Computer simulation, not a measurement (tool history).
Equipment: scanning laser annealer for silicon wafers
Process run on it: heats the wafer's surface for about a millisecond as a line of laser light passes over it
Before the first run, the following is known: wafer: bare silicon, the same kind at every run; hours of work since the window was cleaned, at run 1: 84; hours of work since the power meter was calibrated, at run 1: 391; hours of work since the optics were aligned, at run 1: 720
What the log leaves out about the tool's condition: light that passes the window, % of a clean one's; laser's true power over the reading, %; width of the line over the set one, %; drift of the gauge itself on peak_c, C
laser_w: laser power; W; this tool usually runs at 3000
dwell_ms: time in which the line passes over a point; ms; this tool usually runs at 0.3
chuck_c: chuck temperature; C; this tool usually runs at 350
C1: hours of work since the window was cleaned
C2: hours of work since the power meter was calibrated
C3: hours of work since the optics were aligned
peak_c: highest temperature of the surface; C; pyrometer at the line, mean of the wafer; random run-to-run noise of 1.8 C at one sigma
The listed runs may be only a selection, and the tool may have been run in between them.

{"run": 1, "hour": 0.0, "laser_w": 3000, "dwell_ms": 0.3, "chuck_c": 350, "C1": 84, "C2": 391, "C3": 720, "peak_c": 1047}
{"run": 2, "hour": 50.3, "laser_w": 3000, "dwell_ms": 0.3, "chuck_c": 350, "C1": 107, "C2": 414, "C3": 743, "peak_c": 1049}
{"run": 3, "hour": 118.4, "laser_w": 3000, "dwell_ms": 0.3, "chuck_c": 350, "C1": 137, "C2": 444, "C3": 773, "peak_c": 1043}
{"run": 4, "hour": 178.0, "laser_w": 3000, "dwell_ms": 0.3, "chuck_c": 350, "C1": 163, "C2": 470, "C3": 799, "peak_c": 1040}
{"run": 5, "hour": 231.0, "laser_w": 3000, "dwell_ms": 0.3, "chuck_c": 350, "C1": 187, "C2": 494, "C3": 823, "peak_c": 1039}
{"run": 6, "hour": 297.6, "laser_w": 3000, "dwell_ms": 0.3, "chuck_c": 350, "C1": 216, "C2": 523, "C3": 852, "peak_c": 1034}
{"run": 7, "hour": 343.9, "laser_w": 3000, "dwell_ms": 0.3, "chuck_c": 350, "C1": 237, "C2": 544, "C3": 873, "peak_c": 1032}
{"run": 8, "hour": 412.2, "laser_w": 3000, "dwell_ms": 0.3, "chuck_c": 350, "C1": 267, "C2": 574, "C3": 903, "peak_c": 1031}
{"run": 9, "hour": 441.5, "laser_w": 3000, "dwell_ms": 0.3, "chuck_c": 324, "C1": 280, "C2": 587, "C3": 916, "peak_c": 1005}
{"run": 10, "hour": 477.0, "laser_w": 3000, "dwell_ms": 0.3, "chuck_c": 313, "C1": 296, "C2": 603, "C3": 932, "peak_c": 990}
{"run": 11, "hour": 512.0, "laser_w": 2780, "dwell_ms": 0.214, "chuck_c": 350, "C1": 311, "C2": 618, "C3": 947, "peak_c": 868}
{"hour": 563.6, "done": "window over the wafer cleaned"}
{"run": 12, "hour": 568.8, "laser_w": 3222, "dwell_ms": 0.211, "chuck_c": 350, "C1": 2, "C2": 643, "C3": 972, "peak_c": 996}
{"run": 13, "hour": 612.1, "laser_w": 2787, "dwell_ms": 0.211, "chuck_c": 350, "C1": 22, "C2": 662, "C3": 991, "peak_c": 888}
{"run": 14, "hour": 651.9, "laser_w": 3174, "dwell_ms": 0.3, "chuck_c": 350, "C1": 39, "C2": 679, "C3": 1009, "peak_c": 1103}
{"run": 15, "hour": 708.2, "laser_w": 3174, "dwell_ms": 0.3, "chuck_c": 350, "C1": 64, "C2": 704, "C3": 1033, "peak_c": 1101}
{"run": 16, "hour": 750.4, "laser_w": 2867, "dwell_ms": 0.252, "chuck_c": 350, "C1": 83, "C2": 723, "C3": 1052, "peak_c": 954}
{"run": 17, "hour": 806.4, "laser_w": 2647, "dwell_ms": 0.3, "chuck_c": 350, "C1": 108, "C2": 748, "C3": 1077, "peak_c": 946}
{"run": 18, "hour": 872.2, "laser_w": 2647, "dwell_ms": 0.3, "chuck_c": 334, "C1": 137, "C2": 777, "C3": 1106, "peak_c": 927}
{"run": 19, "hour": 935.0, "laser_w": 3174, "dwell_ms": 0.28, "chuck_c": 342, "C1": 165, "C2": 805, "C3": 1134, "peak_c": 1056}

Branching from run 19: 5 alternative next runs. What would each branch give?
{"run": "A", "hour": 967.8, "laser_w": 2755, "dwell_ms": 0.247, "chuck_c": 336, "C1": 179, "C2": 819, "C3": 1149, "peak_c": "?"}
{"run": "B", "hour": 967.8, "laser_w": 3000, "dwell_ms": 0.266, "chuck_c": 348, "C1": 179, "C2": 819, "C3": 1149, "peak_c": "?"}
{"run": "C", "hour": 967.8, "laser_w": 2655, "dwell_ms": 0.37, "chuck_c": 356, "C1": 179, "C2": 819, "C3": 1149, "peak_c": "?"}
{"run": "D", "hour": 967.8, "laser_w": 3000, "dwell_ms": 0.3, "chuck_c": 331, "C1": 179, "C2": 819, "C3": 1149, "peak_c": "?"}
{"run": "E", "hour": 967.8, "laser_w": 3028, "dwell_ms": 0.3, "chuck_c": 316, "C1": 179, "C2": 819, "C3": 1149, "peak_c": "?"}

run=A peak_c=898
run=B peak_c=995
run=C peak_c=1017
run=D peak_c=1020
run=E peak_c=1014
Without the tool's unlogged condition, the same runs would have read:
run=A peak_c=915
run=B peak_c=1015
run=C peak_c=1037
run=D peak_c=1041
run=E peak_c=1035

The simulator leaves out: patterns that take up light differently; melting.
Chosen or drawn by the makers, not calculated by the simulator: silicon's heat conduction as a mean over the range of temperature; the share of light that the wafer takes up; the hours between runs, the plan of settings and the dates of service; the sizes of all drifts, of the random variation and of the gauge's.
